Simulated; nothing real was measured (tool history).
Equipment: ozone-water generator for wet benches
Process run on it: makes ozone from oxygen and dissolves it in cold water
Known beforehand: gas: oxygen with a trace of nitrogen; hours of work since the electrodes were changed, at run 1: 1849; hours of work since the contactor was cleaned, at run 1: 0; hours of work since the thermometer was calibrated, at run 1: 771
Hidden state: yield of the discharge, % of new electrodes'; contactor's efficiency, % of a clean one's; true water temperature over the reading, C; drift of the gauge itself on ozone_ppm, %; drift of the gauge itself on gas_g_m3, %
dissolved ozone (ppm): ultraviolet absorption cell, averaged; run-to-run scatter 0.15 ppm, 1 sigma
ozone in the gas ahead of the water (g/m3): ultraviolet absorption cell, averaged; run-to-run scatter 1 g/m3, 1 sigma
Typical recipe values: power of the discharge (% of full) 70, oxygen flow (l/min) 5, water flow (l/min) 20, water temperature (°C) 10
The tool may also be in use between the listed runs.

run,hour,power of the discharge (% of full),oxygen flow (l/min),water flow (l/min),water temperature (°C),hours of work since the electrodes were changed,hours of work since the contactor was cleaned,hours of work since the thermometer was calibrated,dissolved ozone (ppm),ozone in the gas ahead of the water (g/m3)
1,0,70,5,20,10,1849,0,771,18,173.6
2,59.6,70,5,20,10,1888,39,809,18.1,173.3
3,179.2,70,5,20,10,1966,116,887,18,174.2
4,267,70,5.29,20,10,2023,173,944,18.5,169.3
5,360.5,70,5.29,20,10,2083,234,1005,18,170.7
6,441.4,70,5,13,10,2136,287,1057,26.2,175.7
7,550.3,70,5,13,10,2207,357,1128,26.2,174.1
8,641.1,70,5,13,10,2266,416,1187,26.2,176.1
9,720.1,70,5,13,10,2317,468,1238,26.6,176.2
10,799.9,70,5,20,6,2369,519,1290,18.8,176.6
11,897.4,56,5,20,10,2432,583,1354,14.5,143.8
12,1010.6,70,5,17,10,2506,656,1427,21.4,179.4
# hour 1042.4: gauge calibrated
13,1066.2,70,5,17,10,2542,692,1463,21.2,172.9
14,1120.5,70,5,17,10,2577,728,1498,21.2,174.7
15,1203.4,70,5,17,10,2631,781,1552,21.2,173.7
16,1276.5,70,5,17,10,2678,829,1600,20.7,176.1
17,1341.2,70,5,17,10,2720,871,1642,21.2,175.1
18,1435.5,70,4.54,25,10,2782,932,1703,14.3,183.7
19,1501.7,93,5,21,10,2825,975,1746,22.5,228.9
20,1609.7,93,5,21,10,2895,1045,1816,22.5,230.4
21,1675.5,93,5,21,10,2937,1088,1859,22.6,229.3
22,1771.9,93,5,21,10,3000,1151,1921,22.8,231.2
23,1840.4,93,5,21,10,3044,1195,1966,22.7,229.1
24,1890.1,93,5,21,10,3077,1227,1998,22.6,232.3
25,2003.1,93,5,21,10,3150,1301,2072,22.6,233.1
26,2061.2,93,5,21,10,3188,1339,2109,22.5,233.3
27,2171.7,70,3.19,20,17,3260,1410,2181,15.6,226.4
# hour 2187.2: gauge calibrated
28,2292.1,74,5,23,12,3338,1488,2259,16.4,184.3
29,2348.7,43,5,21,10,3375,1525,2296,10.8,109.6
30,2409.5,62,7.02,22,10,3414,1565,2336,15.1,130.1
31,2493.7,62,4.66,22,10,3469,1619,2390,14.5,161.2
32,2557.6,62,4.66,22,10,3510,1661,2432,14.5,161.7
33,2642.8,62,4.66,22,10,3566,1716,2487,14.6,160.8

How the hidden state differs across the entries between the runs, from the last listed run before each to the first after it:
From run 12 to run 13: gauge calibrated (hour 1042.4)
  drift of the gauge itself on gas_g_m3, %: 2.89 -> 0.07
  measured less the result without the state, ozone in the gas ahead of the water (g/m3): +4.9 -> -0.1
From run 27 to run 28: gauge calibrated (hour 2187.2)
  yield of the discharge, % of new electrodes': 99.9 -> 99.8; drift of the gauge itself on gas_g_m3, %: 3.23 -> 0.3
  measured less the result without the state, ozone in the gas ahead of the water (g/m3): +6.8 -> +0.3

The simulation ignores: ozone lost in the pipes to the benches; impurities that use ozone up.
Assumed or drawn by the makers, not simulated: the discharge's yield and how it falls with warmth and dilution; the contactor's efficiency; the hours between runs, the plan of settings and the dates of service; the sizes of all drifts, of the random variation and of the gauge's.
